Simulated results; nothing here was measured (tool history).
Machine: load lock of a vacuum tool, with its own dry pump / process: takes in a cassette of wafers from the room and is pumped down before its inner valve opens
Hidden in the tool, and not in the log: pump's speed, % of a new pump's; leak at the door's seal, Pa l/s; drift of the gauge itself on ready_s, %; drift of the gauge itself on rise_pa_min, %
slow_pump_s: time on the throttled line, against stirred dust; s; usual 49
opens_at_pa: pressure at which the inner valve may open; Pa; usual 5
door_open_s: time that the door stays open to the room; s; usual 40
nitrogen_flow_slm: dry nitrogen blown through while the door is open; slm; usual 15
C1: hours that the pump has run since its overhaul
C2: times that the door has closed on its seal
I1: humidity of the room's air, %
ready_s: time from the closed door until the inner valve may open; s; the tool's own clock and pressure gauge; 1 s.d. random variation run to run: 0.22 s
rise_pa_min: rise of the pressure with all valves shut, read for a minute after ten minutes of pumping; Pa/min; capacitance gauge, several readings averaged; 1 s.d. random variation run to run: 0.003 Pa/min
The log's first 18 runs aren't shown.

run 19 hour=5007.8 | slow_pump_s=49 opens_at_pa=5 door_open_s=40 nitrogen_flow_slm=15 | C1=15170 C2=20405 | I1=45.7 | ready_s=76.9 rise_pa_min=0.044
run 20 hour=5293.4 | slow_pump_s=49 opens_at_pa=5 door_open_s=40 nitrogen_flow_slm=15 | C1=15456 C2=21230 | I1=44.4 | ready_s=76.7 rise_pa_min=0.051
-- hour=5547 door's seal changed, seat wiped
run 21 hour=5590.6 | slow_pump_s=45 opens_at_pa=5 door_open_s=40 nitrogen_flow_slm=6 | C1=15752 C2=126 | I1=44.1 | ready_s=73.2 rise_pa_min=0.054
run 22 hour=5879.5 | slow_pump_s=69 opens_at_pa=9 door_open_s=201 nitrogen_flow_slm=5 | C1=16041 C2=961 | I1=47.6 | ready_s=92.1 rise_pa_min=0.152
run 23 hour=6258.2 | slow_pump_s=95 opens_at_pa=8 door_open_s=101 nitrogen_flow_slm=27 | C1=16419 C2=2056 | I1=40.9 | ready_s=116.6 rise_pa_min=0.051
run 24 hour=6459 | slow_pump_s=95 opens_at_pa=8 door_open_s=122 nitrogen_flow_slm=10 | C1=16620 C2=2636 | I1=46.1 | ready_s=116.4 rise_pa_min=0.096
run 25 hour=6675.3 | slow_pump_s=95 opens_at_pa=8 door_open_s=122 nitrogen_flow_slm=10 | C1=16836 C2=3261 | I1=48.1 | ready_s=116.1 rise_pa_min=0.093
run 26 hour=7004.7 | slow_pump_s=95 opens_at_pa=9 door_open_s=107 nitrogen_flow_slm=10 | C1=17166 C2=4213 | I1=43.9 | ready_s=115.8 rise_pa_min=0.088
run 27 hour=7320.4 | slow_pump_s=95 opens_at_pa=9 door_open_s=107 nitrogen_flow_slm=10 | C1=17481 C2=5125 | I1=44.8 | ready_s=116.3 rise_pa_min=0.083
run 28 hour=7565.2 | slow_pump_s=71 opens_at_pa=5 door_open_s=40 nitrogen_flow_slm=15 | C1=17726 C2=5832 | I1=42.3 | ready_s=96.1 rise_pa_min=0.042
run 29 hour=7786.1 | slow_pump_s=71 opens_at_pa=9 door_open_s=27 nitrogen_flow_slm=5 | C1=17947 C2=6470 | I1=46.4 | ready_s=94.3 rise_pa_min=0.048
run 30 hour=8089.7 | slow_pump_s=71 opens_at_pa=9 door_open_s=27 nitrogen_flow_slm=5 | C1=18251 C2=7348 | I1=45.5 | ready_s=94.2 rise_pa_min=0.05
run 31 hour=8474.1 | slow_pump_s=71 opens_at_pa=9 door_open_s=27 nitrogen_flow_slm=5 | C1=18635 C2=8458 | I1=46.1 | ready_s=94.8 rise_pa_min=0.05
run 32 hour=8808.2 | slow_pump_s=71 opens_at_pa=9 door_open_s=27 nitrogen_flow_slm=5 | C1=18969 C2=9424 | I1=43.5 | ready_s=94.4 rise_pa_min=0.046
run 33 hour=9140.7 | slow_pump_s=26 opens_at_pa=5 door_open_s=40 nitrogen_flow_slm=15 | C1=19302 C2=10385 | I1=40.7 | ready_s=55.8 rise_pa_min=0.044
run 34 hour=9514.6 | slow_pump_s=26 opens_at_pa=5 door_open_s=40 nitrogen_flow_slm=8 | C1=19676 C2=11465 | I1=45.8 | ready_s=55.7 rise_pa_min=0.06
run 35 hour=9782.7 | slow_pump_s=26 opens_at_pa=5 door_open_s=40 nitrogen_flow_slm=8 | C1=19944 C2=12240 | I1=46.3 | ready_s=56.1 rise_pa_min=0.055
run 36 hour=10144.4 | slow_pump_s=49 opens_at_pa=5 door_open_s=40 nitrogen_flow_slm=26 | C1=20305 C2=13285 | I1=46.2 | ready_s=76.3 rise_pa_min=0.037

Consider 3 possible next runs. They are alternatives, not a sequence: every one starts from the tool as it was left by run 36. What does each give?
run A hour=10436.3 | slow_pump_s=49 opens_at_pa=10 door_open_s=40 nitrogen_flow_slm=26 | C1=20597 C2=14129 | I1=45.4 | ready_s=? rise_pa_min=?
run B hour=10436.3 | slow_pump_s=49 opens_at_pa=9 door_open_s=40 nitrogen_flow_slm=15 | C1=20597 C2=14129 | I1=46.9 | ready_s=? rise_pa_min=?
run C hour=10436.3 | slow_pump_s=33 opens_at_pa=5 door_open_s=27 nitrogen_flow_slm=26 | C1=20597 C2=14129 | I1=47.8 | ready_s=? rise_pa_min=?

run=A ready_s=74.1 rise_pa_min=0.035
run=B ready_s=74.5 rise_pa_min=0.048
run=C ready_s=62.1 rise_pa_min=0.03
Without the tool's unlogged condition, the same runs would have read:
run=A ready_s=74 rise_pa_min=0.034
run=B ready_s=74.5 rise_pa_min=0.047
run=C ready_s=62.1 rise_pa_min=0.029

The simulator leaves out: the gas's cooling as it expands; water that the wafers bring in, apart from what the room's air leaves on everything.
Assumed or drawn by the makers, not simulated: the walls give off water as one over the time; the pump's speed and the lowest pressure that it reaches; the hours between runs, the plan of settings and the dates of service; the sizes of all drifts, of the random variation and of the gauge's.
